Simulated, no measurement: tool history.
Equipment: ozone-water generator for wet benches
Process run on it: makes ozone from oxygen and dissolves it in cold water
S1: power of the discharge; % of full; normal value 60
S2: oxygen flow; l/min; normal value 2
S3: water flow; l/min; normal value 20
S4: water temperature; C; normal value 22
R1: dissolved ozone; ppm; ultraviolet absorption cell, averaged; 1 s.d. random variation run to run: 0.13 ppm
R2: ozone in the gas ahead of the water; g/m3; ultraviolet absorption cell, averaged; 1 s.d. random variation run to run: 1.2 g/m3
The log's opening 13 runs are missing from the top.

run    hour  S1    S2  S3  S4    R1     R2
 14   995.5  60     2  20  29    11  208.1
 15  1083.2  60  3.35  20  29  12.6  173.4
 16  1159.7  60  3.35  20  29  12.9  174.1
 17  1206.8  98     2  20  22  16.5  298.2
 18  1258.3  98     2  20  22  16.7  296.4
 19  1333.4  98  1.05  24  22   9.7  370.4
 20  1378.6  48  2.27  24  22   8.4  167.7
 21  1453.5  60  2.14  17  17  14.8  205.1
 22  1554.4  60     2  17  22  13.7  206.5
 23  1611.7  60     2  17  22  13.5  205.4
 24  1654.5  60  2.63  20  14  13.7  190.9
 25  1746.6  60  2.63  20  14  13.9  188.7
 26  1824.3  40  2.29  13  23  13.3  147.4
 27  1872.7  69     2  20  22  12.8  229.6
 28  1934.3  59     2  20  22  11.4  202.4
 29    1995  59     2  20  22  11.6  202.7
 30  2079.1  96     2  29  22  10.2  288.1
 31  2143.7  60     2  20  14  12.2  205.7
 32  2211.5  79  1.26  14  24  16.4  292.4
 33  2280.2  73  2.87  29  27   9.7  210.6

What if the next run were any one of these 4? Each begins from the tool's condition after run 33:
  A  2371.9  60     2  12  22   ?   ?
  B  2371.9  90  3.56  15  27   ?   ?
  C  2371.9  53     2  20  21   ?   ?
  D  2371.9  93  2.87  29  15   ?   ?

run    R1     R2
  A  18.6  207.9
  B  22.5  228.1
  C  10.5  187.6
  D  12.5  249.6
Without the tool's unlogged condition, the same runs would have read:
run    R1     R2
  A  20.1  215.1
  B  24.9  238.8
  C  11.6  193.5
  D  14.3  261.6
